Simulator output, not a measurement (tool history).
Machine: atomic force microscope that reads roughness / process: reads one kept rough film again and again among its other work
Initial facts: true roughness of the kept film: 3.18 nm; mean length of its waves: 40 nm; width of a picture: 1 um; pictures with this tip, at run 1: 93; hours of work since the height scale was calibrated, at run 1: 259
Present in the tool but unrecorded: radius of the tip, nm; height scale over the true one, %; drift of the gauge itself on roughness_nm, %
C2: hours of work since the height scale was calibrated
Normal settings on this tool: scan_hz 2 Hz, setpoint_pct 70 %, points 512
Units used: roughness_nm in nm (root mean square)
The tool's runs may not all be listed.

Run 1, hour 0: usual settings; pictures with this tip 93; C2 259. Result: roughness_nm 2.551 nm (root mean square).
At hour 2.1: new tip fitted.
Run 2, hour 20.3: usual settings; pictures with this tip 23; C2 271. Result: roughness_nm 2.764 nm (root mean square).
Run 3, hour 39.4: usual settings but scan_hz 1.28 Hz; pictures with this tip 47; C2 284. Result: roughness_nm 2.786 nm (root mean square).
Run 4, hour 51.6: usual settings but points 749; pictures with this tip 62; C2 292. Result: roughness_nm 2.67 nm (root mean square).
Run 5, hour 69.6: usual settings but points 749; pictures with this tip 85; C2 304. Result: roughness_nm 2.619 nm (root mean square).
At hour 78.2: new tip fitted.
Run 6, hour 81.2: usual settings but setpoint_pct 75 %; pictures with this tip 4; C2 311. Result: roughness_nm 2.749 nm (root mean square).
Run 7, hour 95.2: usual settings; pictures with this tip 22; C2 320. Result: roughness_nm 2.765 nm (root mean square).
Run 8, hour 114.2: usual settings; pictures with this tip 45; C2 332. Result: roughness_nm 2.686 nm (root mean square).
Run 9, hour 126.9: usual settings; pictures with this tip 61; C2 340. Result: roughness_nm 2.642 nm (root mean square).
Run 10, hour 139.3: usual settings; pictures with this tip 77; C2 349. Result: roughness_nm 2.62 nm (root mean square).
Run 11, hour 149.6: usual settings; pictures with this tip 90; C2 355. Result: roughness_nm 2.564 nm (root mean square).
At hour 153.4: new tip fitted.
Run 12, hour 163.1: usual settings; pictures with this tip 12; C2 364. Result: roughness_nm 2.798 nm (root mean square).
Run 13, hour 173.3: usual settings but scan_hz 0.69 Hz; pictures with this tip 25; C2 370. Result: roughness_nm 2.882 nm (root mean square).
Run 14, hour 190.4: usual settings but scan_hz 0.69 Hz; pictures with this tip 47; C2 381. Result: roughness_nm 2.833 nm (root mean square).
Run 15, hour 199.5: usual settings but points 382; pictures with this tip 58; C2 387. Result: roughness_nm 2.655 nm (root mean square).
Run 16, hour 209.8: usual settings but scan_hz 1.1 Hz; pictures with this tip 71; C2 394. Result: roughness_nm 2.734 nm (root mean square).
Run 17, hour 219.7: usual settings but scan_hz 1.1 Hz; pictures with this tip 84; C2 400. Result: roughness_nm 2.699 nm (root mean square).
At hour 228.6: new tip fitted.
Run 18, hour 229.1: usual settings but scan_hz 1.1 Hz; pictures with this tip 1; C2 406. Result: roughness_nm 2.903 nm (root mean square).
Run 19, hour 245.2: usual settings but scan_hz 1.1 Hz; pictures with this tip 21; C2 417. Result: roughness_nm 2.859 nm (root mean square).
Run 20, hour 263.5: usual settings but scan_hz 1.1 Hz; pictures with this tip 44; C2 429. Result: roughness_nm 2.796 nm (root mean square).
Run 21, hour 285.5: usual settings; pictures with this tip 72; C2 443. Result: roughness_nm 2.627 nm (root mean square).
At hour 303.5: new tip fitted.
Run 22, hour 305.5: usual settings; pictures with this tip 2; C2 455. Result: roughness_nm 2.82 nm (root mean square).
Run 23, hour 314.9: usual settings; pictures with this tip 14; C2 462. Result: roughness_nm 2.767 nm (root mean square).
Run 24, hour 327.7: usual settings but points 607; pictures with this tip 30; C2 470. Result: roughness_nm 2.753 nm (root mean square).
Run 25, hour 342.8: usual settings but points 607; pictures with this tip 49; C2 480. Result: roughness_nm 2.675 nm (root mean square).
Run 26, hour 356.1: usual settings; pictures with this tip 66; C2 488. Result: roughness_nm 2.647 nm (root mean square).
Run 27, hour 367.4: usual settings but setpoint_pct 79 %, points 631; pictures with this tip 80; C2 496. Result: roughness_nm 2.478 nm (root mean square).
At hour 380.5: new tip fitted.
Run 28, hour 386.2: usual settings but scan_hz 1.75 Hz, points 451; pictures with this tip 7; C2 508. Result: roughness_nm 2.813 nm (root mean square).
Run 29, hour 404.1: usual settings but scan_hz 1.97 Hz, setpoint_pct 79 %, points 451; pictures with this tip 30; C2 519. Result: roughness_nm 2.611 nm (root mean square).
Run 30, hour 416.1: usual settings but scan_hz 0.66 Hz, setpoint_pct 76 %, points 262; pictures with this tip 45; C2 527. Result: roughness_nm 2.776 nm (root mean square).
Run 31, hour 434.6: usual settings but scan_hz 0.92 Hz, setpoint_pct 57 %, points 262; pictures with this tip 68; C2 539. Result: roughness_nm 2.792 nm (root mean square).
Run 32, hour 453.3: usual settings but scan_hz 1.64 Hz, setpoint_pct 59 %, points 262; pictures with this tip 92; C2 551. Result: roughness_nm 2.694 nm (root mean square).
At hour 455.4: new tip fitted.
Run 33, hour 462.9: usual settings but scan_hz 1.64 Hz, setpoint_pct 59 %, points 262; pictures with this tip 9; C2 557. Result: roughness_nm 2.898 nm (root mean square).
Run 34, hour 478.1: usual settings but scan_hz 0.7 Hz, setpoint_pct 79 %; pictures with this tip 28; C2 567. Result: roughness_nm 2.835 nm (root mean square).
Run 35, hour 488.9: usual settings but scan_hz 0.7 Hz, setpoint_pct 79 %; pictures with this tip 42; C2 574. Result: roughness_nm 2.812 nm (root mean square).
Run 36, hour 509.2: usual settings but scan_hz 0.7 Hz, setpoint_pct 79 %; pictures with this tip 67; C2 587. Result: roughness_nm 2.728 nm (root mean square).
At hour 531: new tip fitted.
Run 37, hour 531: usual settings but scan_hz 3.32 Hz, points 974; pictures with this tip 0; C2 601. Result: roughness_nm 2.672 nm (root mean square).
Run 38, hour 541.5: usual settings but scan_hz 2.41 Hz, setpoint_pct 62 %, points 483; pictures with this tip 13; C2 608. Result: roughness_nm 2.838 nm (root mean square).
Run 39, hour 555.2: usual settings but scan_hz 0.56 Hz, setpoint_pct 83 %, points 331; pictures with this tip 31; C2 617. Result: roughness_nm 2.811 nm (root mean square).
Run 40, hour 570.9: usual settings but scan_hz 0.59 Hz, setpoint_pct 79 %, points 663; pictures with this tip 50; C2 627. Result: roughness_nm 2.784 nm (root mean square).
Run 41, hour 592.9: usual settings but setpoint_pct 77 %, points 507; pictures with this tip 78; C2 641. Result: roughness_nm 2.503 nm (root mean square).
At hour 607.1: new tip fitted.
Run 42, hour 614.4: usual settings but setpoint_pct 81 %, points 1000; pictures with this tip 9; C2 655. Result: roughness_nm 2.61 nm (root mean square).
Run 43, hour 629.7: usual settings but scan_hz 2.55 Hz, points 631; pictures with this tip 29; C2 665. Result: roughness_nm 2.683 nm (root mean square).
Run 44, hour 651.7: usual settings but scan_hz 2.55 Hz, points 631; pictures with this tip 56; C2 679. Result: roughness_nm 2.596 nm (root mean square).
Run 45, hour 663.5: usual settings but scan_hz 2.55 Hz, points 631; pictures with this tip 71; C2 687. Result: roughness_nm 2.582 nm (root mean square).
At hour 683: new tip fitted.
Run 46, hour 683.1: usual settings but scan_hz 3.39 Hz, points 986; pictures with this tip 0; C2 699. Result: roughness_nm 2.666 nm (root mean square).
Run 47, hour 696.5: usual settings but scan_hz 3.39 Hz, points 986; pictures with this tip 17; C2 708. Result: roughness_nm 2.622 nm (root mean square).
Run 48, hour 708.6: usual settings but scan_hz 3.39 Hz, points 986; pictures with this tip 32; C2 716. Result: roughness_nm 2.601 nm (root mean square).
Run 49, hour 725.5: usual settings but scan_hz 3.39 Hz, setpoint_pct 57 %, points 986; pictures with this tip 54; C2 727. Result: roughness_nm 2.737 nm (root mean square).
Run 50, hour 735: usual settings but scan_hz 2.36 Hz, setpoint_pct 57 %, points 380; pictures with this tip 66; C2 733. Result: roughness_nm 2.741 nm (root mean square).
Run 51, hour 755.8: usual settings but scan_hz 1.07 Hz, setpoint_pct 79 %, points 273; pictures with this tip 92; C2 746. Result: roughness_nm 2.611 nm (root mean square).

Selected run-to-run steps in roughness_nm, each split into two signed amounts: the part the tool would show with no hidden state at all (from settings, incoming material and random variation), and the remainder, which goes to the hidden state together with any gauge scatter not common to the measured and the hidden-state-free results:
Run 11 -> 12: new tip fitted. roughness_nm +0.234 nm (root mean square): hidden state +0.209, all else +0.025.
Run 17 -> 18: new tip fitted. roughness_nm +0.204 nm (root mean square): hidden state +0.222, all else -0.018.
Run 27 -> 28: scan_hz 2 -> 1.75, setpoint_pct 79 -> 70, points 631 -> 451, new tip fitted. roughness_nm +0.335 nm (root mean square): hidden state +0.188, all else +0.147.
Run 32 -> 33: new tip fitted. roughness_nm +0.204 nm (root mean square): hidden state +0.215, all else -0.011.
Run 40 -> 41: scan_hz 0.59 -> 2, setpoint_pct 79 -> 77, points 663 -> 507. roughness_nm -0.281 nm (root mean square): hidden state -0.061, all else -0.22.
